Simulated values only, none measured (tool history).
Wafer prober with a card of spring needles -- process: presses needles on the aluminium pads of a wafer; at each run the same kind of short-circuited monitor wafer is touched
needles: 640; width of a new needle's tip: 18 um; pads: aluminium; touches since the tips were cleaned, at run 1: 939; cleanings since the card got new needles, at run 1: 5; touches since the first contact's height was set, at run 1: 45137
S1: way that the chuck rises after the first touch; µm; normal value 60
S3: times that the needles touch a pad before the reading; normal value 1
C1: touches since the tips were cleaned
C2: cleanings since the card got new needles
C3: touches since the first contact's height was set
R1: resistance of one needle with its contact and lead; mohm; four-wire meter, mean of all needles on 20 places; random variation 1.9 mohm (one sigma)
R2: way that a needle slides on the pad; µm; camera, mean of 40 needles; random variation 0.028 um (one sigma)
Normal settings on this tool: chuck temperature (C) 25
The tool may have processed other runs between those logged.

run 1 day=0 | S1=60 chuck_temperature_(C)=25 S3=1 | C1=939 C2=5 C3=45137 | R1=204 R2=13.96
run 2 day=0.625 | S1=60 chuck_temperature_(C)=25 S3=1 | C1=5778 C2=5 C3=49976 | R1=210 R2=13.94
-- day=0.929 tips cleaned on abrasive film
run 3 day=1.288 | S1=60 chuck_temperature_(C)=25 S3=1 | C1=2771 C2=6 C3=55080 | R1=208 R2=13.93
run 4 day=1.712 | S1=60 chuck_temperature_(C)=25 S3=1 | C1=6070 C2=6 C3=58379 | R1=205 R2=13.92
-- day=2 tips cleaned on abrasive film
run 5 day=2.2 | S1=60 chuck_temperature_(C)=25 S3=1 | C1=1551 C2=7 C3=62131 | R1=205 R2=13.92
run 6 day=2.742 | S1=72 chuck_temperature_(C)=25 S3=1 | C1=5741 C2=7 C3=66321 | R1=206 R2=16.68
-- day=3.075 tips cleaned on abrasive film
run 7 day=3.462 | S1=72 chuck_temperature_(C)=25 S3=1 | C1=3021 C2=8 C3=71883 | R1=207 R2=16.72
run 8 day=4.079 | S1=72 chuck_temperature_(C)=25 S3=1 | C1=7784 C2=8 C3=76646 | R1=206 R2=16.77
-- day=4.138 tips cleaned on abrasive film
run 9 day=4.571 | S1=72 chuck_temperature_(C)=25 S3=1 | C1=3350 C2=9 C3=80424 | R1=200 R2=16.71
-- day=5.192 tips cleaned on abrasive film
run 10 day=5.229 | S1=72 chuck_temperature_(C)=25 S3=1 | C1=285 C2=10 C3=85495 | R1=199 R2=16.71
run 11 day=5.729 | S1=72 chuck_temperature_(C)=25 S3=1 | C1=4151 C2=10 C3=89361 | R1=203 R2=16.72
-- day=6.246 tips cleaned on abrasive film
run 12 day=6.246 | S1=68 chuck_temperature_(C)=25 S3=1 | C1=0 C2=11 C3=93322 | R1=203 R2=15.78
run 13 day=6.6 | S1=68 chuck_temperature_(C)=25 S3=1 | C1=2756 C2=11 C3=96078 | R1=204 R2=15.86
run 14 day=7.058 | S1=68 chuck_temperature_(C)=25 S3=1 | C1=6308 C2=11 C3=99630 | R1=203 R2=15.78
-- day=7.333 tips cleaned on abrasive film
run 15 day=7.767 | S1=68 chuck_temperature_(C)=25 S3=1 | C1=3342 C2=12 C3=105080 | R1=205 R2=15.73
-- day=8.433 tips cleaned on abrasive film
run 16 day=8.492 | S1=68 chuck_temperature_(C)=25 S3=1 | C1=428 C2=13 C3=110661 | R1=204 R2=15.73
run 17 day=9.079 | S1=60 chuck_temperature_(C)=25 S3=1 | C1=4979 C2=13 C3=115212 | R1=205 R2=13.96
run 18 day=9.379 | S1=60 chuck_temperature_(C)=33 S3=1 | C1=7302 C2=13 C3=117535 | R1=206 R2=13.89
-- day=9.533 tips cleaned on abrasive film
run 19 day=9.946 | S1=60 chuck_temperature_(C)=33 S3=1 | C1=3206 C2=14 C3=121919 | R1=209 R2=13.88
-- day=10.633 tips cleaned on abrasive film
run 20 day=10.679 | S1=60 chuck_temperature_(C)=33 S3=1 | C1=351 C2=15 C3=127549 | R1=208 R2=13.86
run 21 day=11.258 | S1=50 chuck_temperature_(C)=58 S3=2 | C1=4844 C2=15 C3=132042 | R1=213 R2=11.64
run 22 day=11.558 | S1=50 chuck_temperature_(C)=58 S3=2 | C1=7184 C2=15 C3=134382 | R1=214 R2=11.63
-- day=11.692 tips cleaned on abrasive film
run 23 day=11.958 | S1=70 chuck_temperature_(C)=25 S3=1 | C1=2072 C2=16 C3=137450 | R1=204 R2=16.28
run 24 day=12.367 | S1=70 chuck_temperature_(C)=25 S3=1 | C1=5218 C2=16 C3=140596 | R1=201 R2=16.26
-- day=12.746 tips cleaned on abrasive film
run 25 day=12.75 | S1=47 chuck_temperature_(C)=33 S3=2 | C1=27 C2=17 C3=143535 | R1=208 R2=10.89
run 26 day=13.175 | S1=57 chuck_temperature_(C)=125 S3=1 | C1=3328 C2=17 C3=146836 | R1=229 R2=13.17

Run 27, settings as shown, results not yet in. Your forecast:
run 27 day=13.512 | S1=71 chuck_temperature_(C)=119 S3=2 | C1=5952 C2=17 C3=149460 | R1=? R2=?

{"run 27": {"R1": 227, "R2": 16.41}}
With the hidden condition absent and the run-to-run variation left alone, this run would have shown R1 227 mohm, R2 16.42 µm.
